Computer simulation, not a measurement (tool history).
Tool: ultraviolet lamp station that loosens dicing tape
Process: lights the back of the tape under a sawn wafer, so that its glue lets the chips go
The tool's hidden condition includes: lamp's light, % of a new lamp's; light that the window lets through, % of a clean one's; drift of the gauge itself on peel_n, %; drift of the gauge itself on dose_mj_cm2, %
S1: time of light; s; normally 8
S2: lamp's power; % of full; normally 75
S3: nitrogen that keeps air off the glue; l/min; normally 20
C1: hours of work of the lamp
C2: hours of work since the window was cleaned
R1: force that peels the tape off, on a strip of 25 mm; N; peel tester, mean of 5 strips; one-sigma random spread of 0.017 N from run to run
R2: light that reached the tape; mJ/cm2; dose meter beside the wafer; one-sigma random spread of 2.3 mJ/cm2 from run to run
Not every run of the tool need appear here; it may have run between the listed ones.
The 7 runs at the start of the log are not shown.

{"run": 8, "hour": 61.6, "S1": 8, "S2": 75, "S3": 6, "C1": 60, "C2": 641, "R1": 1.499, "R2": 230}
{"run": 9, "hour": 73.8, "S1": 8, "S2": 75, "S3": 6, "C1": 66, "C2": 647, "R1": 1.544, "R2": 227}
{"run": 10, "hour": 86.0, "S1": 8, "S2": 75, "S3": 8, "C1": 71, "C2": 653, "R1": 1.363, "R2": 234}
{"run": 11, "hour": 92.2, "S1": 10, "S2": 75, "S3": 20, "C1": 74, "C2": 655, "R1": 0.456, "R2": 288}
{"run": 12, "hour": 97.7, "S1": 8, "S2": 62, "S3": 20, "C1": 77, "C2": 658, "R1": 1.203, "R2": 188}
{"run": 13, "hour": 102.9, "S1": 8, "S2": 99, "S3": 20, "C1": 79, "C2": 660, "R1": 0.411, "R2": 302}
{"run": 14, "hour": 115.5, "S1": 8, "S2": 75, "S3": 20, "C1": 85, "C2": 666, "R1": 0.788, "R2": 230}
{"run": 15, "hour": 127.7, "S1": 8, "S2": 75, "S3": 20, "C1": 90, "C2": 672, "R1": 0.793, "R2": 226}
{"hour": 140.4, "done": "window cleaned of glue's vapour"}
{"run": 16, "hour": 140.4, "S1": 8, "S2": 72, "S3": 20, "C1": 96, "C2": 0, "R1": 0.851, "R2": 220}
{"run": 17, "hour": 146.7, "S1": 8, "S2": 72, "S3": 20, "C1": 99, "C2": 3, "R1": 0.858, "R2": 225}
{"run": 18, "hour": 158.0, "S1": 12, "S2": 75, "S3": 20, "C1": 104, "C2": 8, "R1": 0.291, "R2": 350}
{"run": 19, "hour": 164.5, "S1": 12, "S2": 75, "S3": 20, "C1": 107, "C2": 11, "R1": 0.283, "R2": 344}
{"run": 20, "hour": 176.7, "S1": 12, "S2": 75, "S3": 20, "C1": 113, "C2": 17, "R1": 0.29, "R2": 350}
{"run": 21, "hour": 181.9, "S1": 12, "S2": 75, "S3": 20, "C1": 115, "C2": 19, "R1": 0.288, "R2": 349}
{"run": 22, "hour": 187.7, "S1": 12, "S2": 75, "S3": 20, "C1": 118, "C2": 22, "R1": 0.307, "R2": 348}
{"run": 23, "hour": 197.4, "S1": 12, "S2": 75, "S3": 20, "C1": 122, "C2": 26, "R1": 0.29, "R2": 346}
{"run": 24, "hour": 205.7, "S1": 14, "S2": 75, "S3": 16, "C1": 126, "C2": 30, "R1": 0.239, "R2": 401}
{"run": 25, "hour": 212.7, "S1": 7, "S2": 79, "S3": 12, "C1": 129, "C2": 33, "R1": 1.286, "R2": 213}
{"run": 26, "hour": 223.0, "S1": 8, "S2": 84, "S3": 20, "C1": 134, "C2": 38, "R1": 0.604, "R2": 260}
{"run": 27, "hour": 235.4, "S1": 8, "S2": 84, "S3": 12, "C1": 139, "C2": 43, "R1": 0.82, "R2": 259}
{"run": 28, "hour": 245.3, "S1": 4, "S2": 75, "S3": 35, "C1": 144, "C2": 48, "R1": 2.483, "R2": 117}
{"run": 29, "hour": 251.9, "S1": 4, "S2": 75, "S3": 35, "C1": 147, "C2": 51, "R1": 2.509, "R2": 117}
{"run": 30, "hour": 258.4, "S1": 4, "S2": 75, "S3": 37, "C1": 150, "C2": 54, "R1": 2.456, "R2": 117}
{"run": 31, "hour": 266.0, "S1": 6, "S2": 75, "S3": 6, "C1": 153, "C2": 57, "R1": 2.498, "R2": 170}
{"run": 32, "hour": 278.4, "S1": 6, "S2": 75, "S3": 6, "C1": 159, "C2": 63, "R1": 2.46, "R2": 173}

Forecast run 33:
{"run": 33, "hour": 287.5, "S1": 5, "S2": 90, "S3": 20, "C1": 163, "C2": 67, "R1": "?", "R2": "?"}

R1: 1.491 N
R2: 175 mJ/cm2
Without the tool's hidden state the same run would have given R1 1.490 N, R2 175 mJ/cm2.
